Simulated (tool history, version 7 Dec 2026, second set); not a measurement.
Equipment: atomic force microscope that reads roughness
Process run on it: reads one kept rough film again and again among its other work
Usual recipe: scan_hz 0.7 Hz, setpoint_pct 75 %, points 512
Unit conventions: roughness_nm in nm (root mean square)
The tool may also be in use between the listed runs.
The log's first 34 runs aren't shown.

run,hour,scan_hz,setpoint_pct,points,pictures with this tip,hours of work since the height scale was calibrated,roughness_nm
35,1290.9,0.717,76,512,266,52,3.464
36,1329.8,0.717,87,904,329,81,3.226
37,1352.8,3.386,55,819,366,97,3.273
# hour 1378: new tip fitted
38,1397.9,0.984,78,981,32,130,3.771
39,1429,0.984,78,981,82,153,3.655
40,1462.5,0.7,75,911,136,177,3.647
41,1501.6,1.069,65,449,198,206,3.538
42,1548.6,1.069,65,729,274,240,3.419

5 options for the next run, each taken on its own from the tool as it stands now. Forecast them:
A,1576.4,0.7,75,775,318,261,?
B,1576.4,1.348,65,354,318,261,?
C,1576.4,2.318,59,729,318,261,?
D,1576.4,0.771,84,853,318,261,?
E,1576.4,0.754,57,272,318,261,?

run,roughness_nm
A,3.318
B,3.228
C,3.242
D,3.158
E,3.301
Had the tool no hidden state, the same runs would have come out as:
run,roughness_nm
A,4.12
B,4.01
C,4.028
D,3.921
E,4.1
